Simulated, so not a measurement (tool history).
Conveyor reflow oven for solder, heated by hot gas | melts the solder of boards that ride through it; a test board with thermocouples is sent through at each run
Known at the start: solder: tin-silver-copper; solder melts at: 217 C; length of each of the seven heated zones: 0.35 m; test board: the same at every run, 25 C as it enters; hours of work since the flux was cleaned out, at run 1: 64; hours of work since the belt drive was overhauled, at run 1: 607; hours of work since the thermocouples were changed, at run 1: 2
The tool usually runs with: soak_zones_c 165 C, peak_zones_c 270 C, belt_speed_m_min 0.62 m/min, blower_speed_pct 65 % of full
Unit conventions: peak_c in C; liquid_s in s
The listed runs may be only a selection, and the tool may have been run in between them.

run,hour,soak_zones_c,peak_zones_c,belt_speed_m_min,blower_speed_pct,hours of work since the flux was cleaned out,hours of work since the belt drive was overhauled,hours of work since the thermocouples were changed,peak_c,liquid_s
1,0,165,270,0.62,65,64,607,2,248.5,45.3
2,75.2,165,270,0.558,65,115,658,53,252,54.1
3,166.7,165,270,0.558,65,177,719,115,251.7,53.7
4,224.6,165,270,0.558,65,216,758,154,251.7,53.5
# hour 274.2: belt drive overhauled, speed set with a stopwatch
# hour 286.9: flux residue cleaned out of gas plates and filters
5,307.1,165,270,0.636,65,14,19,203,247.5,42.5
6,353.6,165,270,0.636,65,45,50,235,247.3,42.3
7,403.9,165,270,0.636,65,79,84,269,246.5,42.2
8,485.8,165,270,0.62,65,134,139,324,247.6,44
9,531.5,165,270,0.62,65,165,170,355,247.2,43.6
10,585,165,270,0.62,65,201,206,391,247.2,43.7
# hour 661.4: flux residue cleaned out of gas plates and filters
11,661.4,165,270,0.62,65,0,255,439,248.3,44.7
12,747.2,165,270,0.62,65,58,313,497,248.2,44.8
# hour 829.3: thermocouples of zones 6 and 7 changed
13,830.6,165,270,0.62,65,113,367,1,248.5,45
14,894.4,165,270,0.573,65,156,411,44,250.9,51.3
15,981.9,165,270,0.62,66,215,470,103,248.2,44.7
# hour 1040.7: flux residue cleaned out of gas plates and filters
16,1065.6,165,270,0.62,66,17,523,156,249.1,46.2
17,1109.4,165,259,0.511,65,46,552,186,245.2,54.9
18,1188.2,165,261,0.511,60,100,606,239,245.8,54.4
19,1273.4,165,261,0.511,60,157,663,296,245.4,54.1
20,1330.5,165,261,0.511,60,196,702,335,245.2,53.9
# hour 1421.7: flux residue cleaned out of gas plates and filters
21,1425.4,168,278,0.576,60,2,762,396,257.7,57.1
# hour 1470.4: belt drive overhauled, speed set with a stopwatch
22,1495.1,168,278,0.576,60,47,17,440,256.2,54.4
23,1553.8,161,270,0.591,64,86,56,480,248,45.2
24,1618.9,152,271,0.663,70,130,100,524,243.9,34.6
# hour 1656.4: thermocouples of zones 6 and 7 changed
25,1674.4,159,270,0.566,62,167,136,12,248.8,47.9
26,1727.1,165,275,0.574,65,202,172,48,254.6,52.9
27,1781.3,165,275,0.574,65,239,208,84,254.3,53
# hour 1805.4: flux residue cleaned out of gas plates and filters
28,1836.6,174,269,0.62,60,21,242,118,247.6,46.5
29,1892.3,165,270,0.62,78,59,280,156,251.4,47.5

Below are 4 alternative next runs, each starting from the tool's condition after run 29. Predict each:
A,1981.1,165,270,0.545,78,119,340,216,?,?
B,1981.1,172,270,0.62,53,119,340,216,?,?
C,1981.1,165,272,0.59,64,119,340,216,?,?
D,1981.1,165,270,0.592,77,119,340,216,?,?

run,peak_c,liquid_s
A,255,57.8
B,244.9,42.8
C,251,49
D,252.7,50.9
Stripped of hidden state, with their random variation kept, the same runs would have yielded:
run,peak_c,liquid_s
A,256.4,58.5
B,246.1,43.7
C,252.3,49.8
D,254.1,51.7
